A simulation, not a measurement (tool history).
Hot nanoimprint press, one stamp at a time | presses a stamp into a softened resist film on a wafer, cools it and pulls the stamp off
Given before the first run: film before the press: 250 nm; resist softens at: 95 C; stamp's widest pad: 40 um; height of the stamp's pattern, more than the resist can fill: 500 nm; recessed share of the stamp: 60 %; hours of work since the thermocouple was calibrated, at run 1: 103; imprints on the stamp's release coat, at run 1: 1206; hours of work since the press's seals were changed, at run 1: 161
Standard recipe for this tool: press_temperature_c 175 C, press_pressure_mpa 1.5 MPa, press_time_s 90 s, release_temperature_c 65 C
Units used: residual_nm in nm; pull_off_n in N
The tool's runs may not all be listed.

| run | hour | press_temperature_c | press_pressure_mpa | press_time_s | release_temperature_c | hours of work since the thermocouple was calibrated | imprints on the stamp's release coat | hours of work since the press's seals were changed | residual_nm | pull_off_n |
|---|---|---|---|---|---|---|---|---|---|---|
| 1 | 0.0 | 175 | 1.5 | 90 | 65 | 103 | 1206 | 161 | 112.0 | 303 |
| 2 | 15.2 | 175 | 1.5 | 90 | 65 | 110 | 1254 | 168 | 111.5 | 299 |
| 3 | 31.8 | 175 | 1.5 | 90 | 65 | 117 | 1307 | 175 | 111.7 | 311 |
| 4 | 61.1 | 175 | 1.5 | 90 | 65 | 129 | 1400 | 187 | 112.0 | 316 |
|  | 88.1 | stamp cleaned and given a new release coat |
| 5 | 94.0 | 175 | 1.5 | 90 | 65 | 140 | 19 | 199 | 112.9 | 216 |
| 6 | 128.7 | 175 | 1.5 | 179 | 65 | 155 | 129 | 213 | 89.5 | 215 |
| 7 | 151.0 | 175 | 1.5 | 141 | 65 | 164 | 199 | 223 | 96.4 | 227 |
| 8 | 179.6 | 175 | 1.5 | 141 | 65 | 177 | 289 | 235 | 97.2 | 238 |
| 9 | 215.3 | 175 | 1.5 | 90 | 65 | 192 | 402 | 250 | 113.3 | 234 |
| 10 | 231.8 | 175 | 1.5 | 55 | 65 | 199 | 454 | 257 | 135.0 | 239 |
| 11 | 255.6 | 175 | 1.5 | 90 | 70 | 209 | 530 | 267 | 114.6 | 236 |
| 12 | 285.6 | 175 | 1.5 | 90 | 70 | 221 | 625 | 280 | 113.6 | 245 |
| 13 | 314.4 | 175 | 1.5 | 90 | 70 | 234 | 716 | 292 | 115.4 | 247 |
| 14 | 344.3 | 165 | 1.5 | 109 | 54 | 246 | 810 | 304 | 154.0 | 307 |
| 15 | 369.1 | 165 | 1.4 | 100 | 73 | 257 | 889 | 315 | 161.1 | 248 |
| 16 | 403.7 | 165 | 1.4 | 100 | 73 | 271 | 998 | 330 | 161.5 | 263 |
| 17 | 425.6 | 165 | 1.4 | 100 | 73 | 281 | 1068 | 339 | 162.4 | 265 |
| 18 | 458.4 | 165 | 1.4 | 100 | 73 | 295 | 1171 | 353 | 164.0 | 276 |
| 19 | 480.5 | 175 | 1.5 | 50 | 65 | 304 | 1241 | 362 | 138.3 | 301 |
| 20 | 509.9 | 175 | 1.5 | 50 | 65 | 316 | 1334 | 374 | 140.8 | 318 |

For run 21, what comes out?
| 21 | 545.1 | 175 | 1.5 | 50 | 65 | 331 | 1445 | 389 | ? | ? |

Run 21 measured residual_nm 139.4 nm, pull_off_n 320 N.
On a tool with no hidden condition, and with the same random variation, this run would have come out at residual_nm 133.9 nm, pull_off_n 204 N.

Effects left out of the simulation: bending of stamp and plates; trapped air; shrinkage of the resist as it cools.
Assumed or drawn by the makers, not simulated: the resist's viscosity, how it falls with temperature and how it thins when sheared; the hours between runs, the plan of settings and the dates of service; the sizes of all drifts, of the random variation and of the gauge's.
